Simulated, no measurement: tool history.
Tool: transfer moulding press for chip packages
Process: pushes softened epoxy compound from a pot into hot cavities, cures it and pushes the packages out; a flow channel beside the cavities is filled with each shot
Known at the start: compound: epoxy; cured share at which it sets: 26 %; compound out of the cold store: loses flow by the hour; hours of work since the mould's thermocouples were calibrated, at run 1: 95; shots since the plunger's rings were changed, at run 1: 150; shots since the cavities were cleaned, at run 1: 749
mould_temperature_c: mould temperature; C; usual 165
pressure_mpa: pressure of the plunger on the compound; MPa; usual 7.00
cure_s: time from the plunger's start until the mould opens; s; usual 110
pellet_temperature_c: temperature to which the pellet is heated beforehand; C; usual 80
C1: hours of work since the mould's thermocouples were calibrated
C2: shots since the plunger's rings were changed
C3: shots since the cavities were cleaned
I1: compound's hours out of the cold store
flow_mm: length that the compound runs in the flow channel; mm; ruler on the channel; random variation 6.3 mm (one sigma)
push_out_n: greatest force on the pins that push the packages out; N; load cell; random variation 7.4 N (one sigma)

{"run": 1, "hour": 0.0, "mould_temperature_c": 165, "pressure_mpa": 7.0, "cure_s": 110, "pellet_temperature_c": 80, "C1": 95, "C2": 150, "C3": 749, "I1": 27.6, "flow_mm": 673, "push_out_n": 675}
{"run": 2, "hour": 10.0, "mould_temperature_c": 165, "pressure_mpa": 7.0, "cure_s": 110, "pellet_temperature_c": 80, "C1": 99, "C2": 224, "C3": 823, "I1": 22.7, "flow_mm": 680, "push_out_n": 669}
{"run": 3, "hour": 17.1, "mould_temperature_c": 165, "pressure_mpa": 7.0, "cure_s": 110, "pellet_temperature_c": 80, "C1": 103, "C2": 275, "C3": 874, "I1": 10.8, "flow_mm": 767, "push_out_n": 657}
{"run": 4, "hour": 26.4, "mould_temperature_c": 165, "pressure_mpa": 7.0, "cure_s": 110, "pellet_temperature_c": 87, "C1": 107, "C2": 343, "C3": 942, "I1": 12.3, "flow_mm": 747, "push_out_n": 688}
{"run": 5, "hour": 31.0, "mould_temperature_c": 165, "pressure_mpa": 7.0, "cure_s": 110, "pellet_temperature_c": 83, "C1": 109, "C2": 377, "C3": 976, "I1": 44.4, "flow_mm": 581, "push_out_n": 675}
{"hour": 36.4, "done": "cavities cleaned with cleaning compound and waxed"}
{"run": 6, "hour": 38.6, "mould_temperature_c": 165, "pressure_mpa": 7.0, "cure_s": 110, "pellet_temperature_c": 80, "C1": 111, "C2": 422, "C3": 17, "I1": 10.8, "flow_mm": 753, "push_out_n": 858}
{"run": 7, "hour": 47.4, "mould_temperature_c": 165, "pressure_mpa": 7.0, "cure_s": 110, "pellet_temperature_c": 80, "C1": 115, "C2": 486, "C3": 81, "I1": 21.1, "flow_mm": 697, "push_out_n": 858}
{"run": 8, "hour": 57.7, "mould_temperature_c": 165, "pressure_mpa": 7.0, "cure_s": 110, "pellet_temperature_c": 80, "C1": 120, "C2": 561, "C3": 156, "I1": 41.3, "flow_mm": 590, "push_out_n": 780}
{"hour": 61.4, "done": "cavities cleaned with cleaning compound and waxed, once more"}
{"run": 9, "hour": 69.7, "mould_temperature_c": 165, "pressure_mpa": 7.0, "cure_s": 110, "pellet_temperature_c": 80, "C1": 124, "C2": 638, "C3": 61, "I1": 30.6, "flow_mm": 634, "push_out_n": 376}
{"run": 10, "hour": 78.5, "mould_temperature_c": 165, "pressure_mpa": 7.0, "cure_s": 110, "pellet_temperature_c": 80, "C1": 128, "C2": 702, "C3": 125, "I1": 36.1, "flow_mm": 609, "push_out_n": 429}
{"run": 11, "hour": 89.2, "mould_temperature_c": 165, "pressure_mpa": 7.0, "cure_s": 110, "pellet_temperature_c": 80, "C1": 133, "C2": 781, "C3": 204, "I1": 47.4, "flow_mm": 575, "push_out_n": 477}
{"run": 12, "hour": 96.6, "mould_temperature_c": 165, "pressure_mpa": 7.0, "cure_s": 110, "pellet_temperature_c": 80, "C1": 136, "C2": 834, "C3": 257, "I1": 16.8, "flow_mm": 717, "push_out_n": 521}
{"run": 13, "hour": 101.3, "mould_temperature_c": 165, "pressure_mpa": 7.0, "cure_s": 110, "pellet_temperature_c": 80, "C1": 138, "C2": 869, "C3": 292, "I1": 11.4, "flow_mm": 731, "push_out_n": 539}
{"run": 14, "hour": 112.3, "mould_temperature_c": 165, "pressure_mpa": 7.0, "cure_s": 110, "pellet_temperature_c": 80, "C1": 143, "C2": 950, "C3": 373, "I1": 19.5, "flow_mm": 707, "push_out_n": 579}
{"run": 15, "hour": 119.6, "mould_temperature_c": 165, "pressure_mpa": 7.0, "cure_s": 110, "pellet_temperature_c": 80, "C1": 147, "C2": 1003, "C3": 426, "I1": 31.9, "flow_mm": 633, "push_out_n": 578}
{"run": 16, "hour": 129.1, "mould_temperature_c": 160, "pressure_mpa": 5.52, "cure_s": 94, "pellet_temperature_c": 80, "C1": 151, "C2": 1072, "C3": 495, "I1": 15.9, "flow_mm": 652, "push_out_n": 970}
{"run": 17, "hour": 140.4, "mould_temperature_c": 159, "pressure_mpa": 8.21, "cure_s": 115, "pellet_temperature_c": 75, "C1": 156, "C2": 1155, "C3": 578, "I1": 41.0, "flow_mm": 636, "push_out_n": 717}
{"run": 18, "hour": 149.4, "mould_temperature_c": 159, "pressure_mpa": 7.0, "cure_s": 110, "pellet_temperature_c": 74, "C1": 160, "C2": 1220, "C3": 643, "I1": 27.5, "flow_mm": 664, "push_out_n": 836}
{"run": 19, "hour": 160.1, "mould_temperature_c": 159, "pressure_mpa": 7.0, "cure_s": 110, "pellet_temperature_c": 74, "C1": 164, "C2": 1299, "C3": 722, "I1": 10.5, "flow_mm": 758, "push_out_n": 865}
{"run": 20, "hour": 166.9, "mould_temperature_c": 165, "pressure_mpa": 5.45, "cure_s": 110, "pellet_temperature_c": 84, "C1": 167, "C2": 1349, "C3": 772, "I1": 22.0, "flow_mm": 598, "push_out_n": 662}
{"run": 21, "hour": 173.7, "mould_temperature_c": 165, "pressure_mpa": 5.41, "cure_s": 110, "pellet_temperature_c": 80, "C1": 170, "C2": 1399, "C3": 822, "I1": 25.3, "flow_mm": 586, "push_out_n": 659}
{"run": 22, "hour": 181.5, "mould_temperature_c": 165, "pressure_mpa": 5.41, "cure_s": 110, "pellet_temperature_c": 80, "C1": 174, "C2": 1456, "C3": 879, "I1": 32.4, "flow_mm": 548, "push_out_n": 671}
{"run": 23, "hour": 186.2, "mould_temperature_c": 161, "pressure_mpa": 6.16, "cure_s": 110, "pellet_temperature_c": 78, "C1": 176, "C2": 1490, "C3": 913, "I1": 21.9, "flow_mm": 644, "push_out_n": 780}
{"run": 24, "hour": 191.0, "mould_temperature_c": 161, "pressure_mpa": 6.16, "cure_s": 110, "pellet_temperature_c": 78, "C1": 178, "C2": 1525, "C3": 948, "I1": 23.8, "flow_mm": 633, "push_out_n": 748}
{"hour": 200.2, "done": "cavities cleaned with cleaning compound and waxed"}
{"run": 25, "hour": 201.4, "mould_temperature_c": 161, "pressure_mpa": 6.16, "cure_s": 110, "pellet_temperature_c": 78, "C1": 182, "C2": 1590, "C3": 9, "I1": 22.6, "flow_mm": 642, "push_out_n": 346}
{"run": 26, "hour": 210.6, "mould_temperature_c": 161, "pressure_mpa": 6.16, "cure_s": 110, "pellet_temperature_c": 78, "C1": 186, "C2": 1658, "C3": 77, "I1": 25.6, "flow_mm": 636, "push_out_n": 446}
{"run": 27, "hour": 219.7, "mould_temperature_c": 158, "pressure_mpa": 7.96, "cure_s": 97, "pellet_temperature_c": 72, "C1": 190, "C2": 1724, "C3": 143, "I1": 12.9, "flow_mm": 791, "push_out_n": 779}
{"run": 28, "hour": 227.5, "mould_temperature_c": 158, "pressure_mpa": 7.96, "cure_s": 97, "pellet_temperature_c": 72, "C1": 194, "C2": 1781, "C3": 200, "I1": 13.1, "flow_mm": 801, "push_out_n": 876}
{"run": 29, "hour": 233.8, "mould_temperature_c": 165, "pressure_mpa": 7.0, "cure_s": 133, "pellet_temperature_c": 80, "C1": 196, "C2": 1827, "C3": 246, "I1": 11.1, "flow_mm": 742, "push_out_n": 490}

Forecast each of these 4 alternatives for the next run:
{"run": "A", "hour": 245.1, "mould_temperature_c": 159, "pressure_mpa": 7.0, "cure_s": 96, "pellet_temperature_c": 79, "C1": 201, "C2": 1910, "C3": 329, "I1": 43.6, "flow_mm": "?", "push_out_n": "?"}
{"run": "B", "hour": 245.1, "mould_temperature_c": 165, "pressure_mpa": 7.0, "cure_s": 133, "pellet_temperature_c": 75, "C1": 201, "C2": 1910, "C3": 329, "I1": 28.2, "flow_mm": "?", "push_out_n": "?"}
{"run": "C", "hour": 245.1, "mould_temperature_c": 162, "pressure_mpa": 5.38, "cure_s": 110, "pellet_temperature_c": 80, "C1": 201, "C2": 1910, "C3": 329, "I1": 37.8, "flow_mm": "?", "push_out_n": "?"}
{"run": "D", "hour": 245.1, "mould_temperature_c": 165, "pressure_mpa": 7.51, "cure_s": 128, "pellet_temperature_c": 73, "C1": 201, "C2": 1910, "C3": 329, "I1": 13.8, "flow_mm": "?", "push_out_n": "?"}

run=A flow_mm=576 push_out_n=775
run=B flow_mm=643 push_out_n=519
run=C flow_mm=529 push_out_n=592
run=D flow_mm=736 push_out_n=531
Without the tool's hidden state the same runs would have given:
run=A flow_mm=596 push_out_n=447
run=B flow_mm=666 push_out_n=288
run=C flow_mm=548 push_out_n=337
run=D flow_mm=763 push_out_n=297

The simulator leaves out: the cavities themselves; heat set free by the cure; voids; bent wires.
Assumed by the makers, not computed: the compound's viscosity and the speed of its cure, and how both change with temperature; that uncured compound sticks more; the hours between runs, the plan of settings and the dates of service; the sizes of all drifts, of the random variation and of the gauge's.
